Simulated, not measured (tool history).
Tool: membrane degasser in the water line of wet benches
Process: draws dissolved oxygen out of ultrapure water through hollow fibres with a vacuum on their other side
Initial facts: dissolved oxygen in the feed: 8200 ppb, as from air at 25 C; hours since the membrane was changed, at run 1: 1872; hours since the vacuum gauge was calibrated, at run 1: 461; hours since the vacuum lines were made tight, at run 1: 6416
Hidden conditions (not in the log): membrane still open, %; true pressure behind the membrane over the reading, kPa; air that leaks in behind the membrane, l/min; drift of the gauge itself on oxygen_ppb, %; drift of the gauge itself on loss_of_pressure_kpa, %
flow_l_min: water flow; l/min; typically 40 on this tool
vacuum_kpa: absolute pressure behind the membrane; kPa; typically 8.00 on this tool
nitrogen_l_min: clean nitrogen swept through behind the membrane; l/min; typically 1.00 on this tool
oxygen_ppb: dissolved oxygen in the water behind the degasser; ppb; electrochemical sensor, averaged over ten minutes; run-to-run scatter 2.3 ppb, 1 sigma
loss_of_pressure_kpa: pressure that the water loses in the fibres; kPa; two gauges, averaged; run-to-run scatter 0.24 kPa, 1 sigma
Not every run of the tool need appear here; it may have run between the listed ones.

run    hour  flow_l_min  vacuum_kpa  nitrogen_l_min  hours since the membrane was changed  hours since the vacuum gauge was calibrated  hours since the vacuum lines were made tight  oxygen_ppb  loss_of_pressure_kpa
  1     0.0          40        8.00            1.00                                  1872                                          461                                          6416       415.3                 63.75
  2   234.7          40        8.00            1.00                                  2106                                          696                                          6650       414.6                 63.49
  3   341.9          40        8.00            0.50                                  2214                                          803                                          6758       652.0                 63.47
  4   592.0          40        8.00            0.50                                  2464                                         1053                                          7008       652.3                 63.40
  5   850.7          40        8.00            0.50                                  2722                                         1311                                          7266       654.3                 63.96
  6   991.5          40        8.00            0.50                                  2863                                         1452                                          7407       654.6                 63.49
  7  1206.4          40        8.00            1.00                                  3078                                         1667                                          7622       419.3                 64.01
  8  1468.5          40        8.00            1.00                                  3340                                         1929                                          7884       418.8                 64.28
  9  1644.4          40        8.00            1.00                                  3516                                         2105                                          8060       425.6                 64.17
 10  1861.6          40        7.99            1.00                                  3733                                         2322                                          8277       423.0                 64.72
 11  2037.8          40        7.99            1.00                                  3910                                         2499                                          8454       425.3                 64.46
     2146.6  -- seals of the vacuum lines changed
 12  2297.1          40       12.93            1.00                                  4167                                         2756                                           151       775.6                 64.38
 13  2437.9          40       14.75            1.00                                  4308                                         2897                                           291       896.2                 64.50
 14  2616.7          40        8.00            1.00                                  4486                                         3076                                           470       429.4                 64.76
 15  2732.7          40        8.00            1.00                                  4602                                         3192                                           586       431.0                 64.51
 16  2852.8          35       15.47            0.47                                  4723                                         3312                                           706      1414.3                 56.62
 17  2994.0          35       15.47            0.47                                  4864                                         3453                                           847      1419.7                 56.65
 18  3181.9          35        5.83            1.59                                  5052                                         3641                                          1035       166.6                 56.94
 19  3416.2          35        5.83            1.59                                  5286                                         3875                                          1270       168.3                 56.84
 20  3582.4          35        5.83            1.59                                  5452                                         4041                                          1436       169.6                 57.09
 21  3792.9          35        5.83            1.59                                  5663                                         4252                                          1646       170.9                 57.03
 22  3961.3          35       10.67            1.59                                  5831                                         4420                                          1815       391.5                 57.10
 23  4089.8          35       10.67            1.59                                  5959                                         4549                                          1943       394.3                 57.13
 24  4257.7          35       10.67            1.59                                  6127                                         4717                                          2111       393.9                 57.10
 25  4516.1          35        8.00            0.90                                  6386                                         4975                                          2370       417.8                 57.56
 26  4670.5          43       17.34            2.41                                  6540                                         5129                                          2524       608.6                 70.89
 27  4894.4          50        8.00            1.26                                  6764                                         5353                                          2748       489.4                 82.47
 28  5082.7          31        8.00            0.42                                  6952                                         5542                                          2936       641.5                 51.30

What if the next run were any one of these 3? Each begins from the tool's condition after run 28:
  A  5295.9          26       11.75            0.77                                  7166                                         5755                                          3149           ?                     ?
  B  5295.9          39        8.00            0.42                                  7166                                         5755                                          3149           ?                     ?
  C  5295.9          40       13.90            1.00                                  7166                                         5755                                          3149           ?                     ?

run  oxygen_ppb  loss_of_pressure_kpa
  A       602.9                 42.82
  B       760.6                 64.49
  C       859.8                 66.14
What these runs would have given with no unlogged condition in the tool:
run  oxygen_ppb  loss_of_pressure_kpa
  A       571.8                 40.36
  B       694.8                 60.79
  C       818.8                 62.36
